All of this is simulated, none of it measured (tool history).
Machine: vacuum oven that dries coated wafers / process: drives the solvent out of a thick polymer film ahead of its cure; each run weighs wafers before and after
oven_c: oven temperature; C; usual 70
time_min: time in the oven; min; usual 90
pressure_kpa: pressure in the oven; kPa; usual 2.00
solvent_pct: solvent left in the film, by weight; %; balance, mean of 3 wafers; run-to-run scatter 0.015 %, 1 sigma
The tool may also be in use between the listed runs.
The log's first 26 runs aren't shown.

run    hour  oven_c  time_min  pressure_kpa  solvent_pct
 27  1423.2      83       107          4.25         1.20
 28  1475.4      83       107          4.25         1.18
 29  1538.6      79        79          2.00         0.82
 30  1582.2      56        66          2.00         9.16
 31  1631.5      56        66          2.00         9.22
     1638.5  -- vacuum gauge cleaned of residue and calibrated
 32  1690.4      67        69          2.55         4.10
 33  1755.5      55        90          1.09         7.81
     1787.5  -- vacuum gauge cleaned of residue and calibrated, once more
 34  1788.5      74        90          1.81         0.92
 35  1857.7      60        90          5.27         7.08
 36  1905.0      57       107          1.31         5.72
 37  1962.0      70        90          7.44         3.91
 38  1999.8      76        87          2.22         0.90
 39  2039.1      70        90          1.63         1.56
 40  2081.6      77        57          4.24         1.91
 41  2123.7      77        57          4.24         1.91
 42  2162.8      77        59          1.46         1.01
 43  2213.7      58        95          6.30         8.40
 44  2246.3      83        90          6.66         1.70
 45  2290.5      83        90          6.66         1.70
 46  2359.2      83        90          6.66         1.71
 47  2398.8      83        90          6.66         1.67

4 ways to go on from here, each from the tool as it stands after run 47. What would each give?
  A  2446.9      81        90          2.68            ?
  B  2446.9      83       159          6.66            ?
  C  2446.9      66        91          5.39            ?
  D  2446.9      84        90          2.00            ?

run  solvent_pct
  A         0.76
  B         1.66
  C         4.31
  D         0.53
The same runs, with their run-to-run variation unchanged, on a tool lacking any hidden condition would have given:
run  solvent_pct
  A         0.76
  B         1.70
  C         4.66
  D         0.52

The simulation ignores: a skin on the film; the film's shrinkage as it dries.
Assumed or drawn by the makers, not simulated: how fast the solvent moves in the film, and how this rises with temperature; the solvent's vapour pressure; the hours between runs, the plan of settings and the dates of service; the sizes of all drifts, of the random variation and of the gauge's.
